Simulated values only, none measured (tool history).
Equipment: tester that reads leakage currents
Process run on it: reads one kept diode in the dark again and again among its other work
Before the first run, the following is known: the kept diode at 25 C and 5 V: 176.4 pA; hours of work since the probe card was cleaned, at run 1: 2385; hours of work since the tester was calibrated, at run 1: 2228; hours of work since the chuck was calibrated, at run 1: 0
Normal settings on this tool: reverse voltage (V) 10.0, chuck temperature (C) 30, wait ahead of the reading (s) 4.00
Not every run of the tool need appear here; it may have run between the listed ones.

run	hour	reverse voltage (V)	chuck temperature (C)	wait ahead of the reading (s)	hours of work since the probe card was cleaned	hours of work since the tester was calibrated	hours of work since the chuck was calibrated	current that the tester gives (pA)
1	0.0	10.0	30	4.00	2385	2228	0	403.45
# hour 33.4: probe card cleaned and baked
2	81.2	10.0	30	4.00	22	2264	36	397.10
3	147.7	10.0	47	4.00	52	2295	66	1587.74
4	270.2	10.0	47	4.00	109	2351	123	1610.92
5	392.8	10.0	47	4.00	165	2407	179	1637.58
6	484.6	10.0	47	4.00	207	2450	221	1649.83
7	563.7	2.4	30	4.00	244	2486	258	190.10
8	659.1	10.0	30	0.56	287	2530	301	427.58
# hour 758.1: tester calibrated
9	789.5	10.0	30	0.56	346	14	360	440.91
# hour 803.4: chuck's temperature calibrated
10	891.9	10.0	30	0.56	392	61	41	473.59
11	999.5	10.0	30	0.56	442	110	90	479.60
12	1062.1	10.0	34	1.12	471	139	119	669.24
13	1168.0	2.4	37	0.79	519	187	167	389.34
14	1304.0	4.1	39	0.30	582	250	230	628.82
15	1409.1	3.8	21	0.30	630	298	278	136.25
16	1490.0	10.0	34	3.00	667	335	315	699.66
17	1560.4	3.5	32	0.62	699	368	348	333.85
# hour 1580.6: chuck's temperature calibrated, once more
18	1638.9	10.0	29	2.55	735	403	27	374.51
19	1764.2	10.0	29	2.55	792	460	84	376.86
20	1852.8	3.3	30	1.07	833	501	125	223.97

Measured less the same run without the tool's hidden state. The same run-to-run variation is in both; the gauge's scatter may not be:
The tool's hidden condition here consists of: stray current of the dirty probe card, pA a volt; current scale over the true one, %; true chuck temperature over the reading, C; drift of the gauge itself on leakage_pa, %.
run	current that the tester gives (pA)
1	+1.47
2	-5.00
3	-11.32
4	+7.85
5	+26.83
6	+42.37
7	+7.66
8	+21.03
9	+37.49
10	+66.60
11	+72.67
12	+102.89
13	+61.60
14	+104.02
15	+26.41
16	+131.80
17	+64.90
18	+3.62
19	+8.19
20	+5.94
